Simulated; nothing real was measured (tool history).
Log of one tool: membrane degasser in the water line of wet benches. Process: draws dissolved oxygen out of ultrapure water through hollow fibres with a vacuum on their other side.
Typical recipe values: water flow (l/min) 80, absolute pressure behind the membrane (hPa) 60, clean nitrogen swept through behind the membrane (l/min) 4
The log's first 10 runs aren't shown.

run	hour	water flow (l/min)	absolute pressure behind the membrane (hPa)	clean nitrogen swept through behind the membrane (l/min)	hours since the membrane was changed	hours since the vacuum gauge was calibrated	hours since the vacuum lines were made tight	dissolved oxygen in the water behind the degasser (ppb)	pressure that the water loses in the fibres (hPa)
11	370.7	56	55.7	4	646	7685	6305	97.7	286.8
12	426.6	56	55.7	4	702	7741	6361	99.2	285.9
13	471.3	56	55.7	4	747	7785	6405	99.7	283.8
14	498.4	56	55.7	4	774	7813	6432	99	284
15	544.4	80	60	4	820	7859	6478	209.1	403.8
16	571.7	80	60	4.46	847	7886	6506	198.2	404.1
17	618.5	80	60	4.46	894	7933	6553	196.4	407.8
18	653.3	80	60	4.46	929	7967	6587	195.5	405
# hour 685.3: vacuum gauge calibrated
19	701.4	80	60	4.62	976	16	6635	191.8	404.5
20	733.5	107	60	4.69	1009	48	6667	338.8	541.4
21	762.8	80	110.2	4	1038	77	6696	417	406.7
22	809.6	80	110.2	4	1085	124	6743	413.5	405.5
23	855.8	118	77.4	4	1131	170	6789	519.3	596.5
24	893.9	79	66.6	3.08	1169	209	6827	265	403
25	946	79	74.3	3.9	1221	261	6880	264.5	399.2
26	991.1	102	74.3	4.29	1266	306	6925	385.9	513
27	1042.9	102	74.3	4.29	1318	358	6976	386.3	514.7
28	1072.6	118	106.3	3.56	1348	387	7006	741.6	597.4
29	1119.9	118	43.6	9	1395	435	7053	292.3	596.5
30	1159.9	61	52.4	4.18	1435	475	7093	100.2	305.6
31	1198.6	61	52.4	4.18	1474	513	7132	100.5	309.6
32	1232.2	104	122.1	5.81	1507	547	7166	518.4	524.4
33	1278.5	80	102.5	8.84	1554	593	7212	233.1	402.1

Branching from run 33: 3 alternative next runs. What would each branch give?
A	1330.6	122	55.2	3.16	1606	645	7264	?	?
B	1330.6	68	58.6	9.22	1606	645	7264	?	?
C	1330.6	69	60	1.96	1606	645	7264	?	?

run	dissolved oxygen in the water behind the degasser (ppb)	pressure that the water loses in the fibres (hPa)
A	452.4	611.3
B	96.3	344.8
C	247.7	350.1
Without the tool's unlogged condition, the same runs would have read:
run	dissolved oxygen in the water behind the degasser (ppb)	pressure that the water loses in the fibres (hPa)
A	452.2	623.8
B	96.2	351.8
C	247.6	357.1
